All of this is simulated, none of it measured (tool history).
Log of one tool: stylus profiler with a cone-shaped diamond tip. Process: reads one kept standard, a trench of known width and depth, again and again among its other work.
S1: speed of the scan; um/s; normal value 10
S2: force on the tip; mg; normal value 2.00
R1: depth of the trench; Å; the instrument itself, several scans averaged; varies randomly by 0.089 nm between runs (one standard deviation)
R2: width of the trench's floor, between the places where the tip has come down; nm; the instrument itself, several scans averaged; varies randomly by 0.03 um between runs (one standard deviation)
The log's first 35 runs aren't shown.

run	hour	S1	S2	R1	R2
36	2535.1	14	1.42	5035.5	23300
# hour 2549.5: new tip fitted, height scale calibrated
37	2621.4	15	0.78	5034.8	25320
38	2698.3	4	2.31	5067.9	25240
39	2739.0	10	3.83	5096.9	25110
40	2815.4	10	3.83	5097.2	24940
41	2888.4	26	2.02	5063.8	24690
42	2985.1	2	5.71	5124.9	24600
43	3063.4	2	5.71	5124.5	24380

Branching from run 43: 3 alternative next runs. What would each branch give?
A	3162.2	2	1.48	?	?
B	3162.2	16	4.25	?	?
C	3162.2	3	5.75	?	?

run	R1	R2
A	5046.5	24170
B	5099.5	24230
C	5122.4	24210
Stripped of hidden state, with their random variation kept, the same runs would have yielded:
run	R1	R2
A	5051.9	25560
B	5105.0	25620
C	5127.8	25600
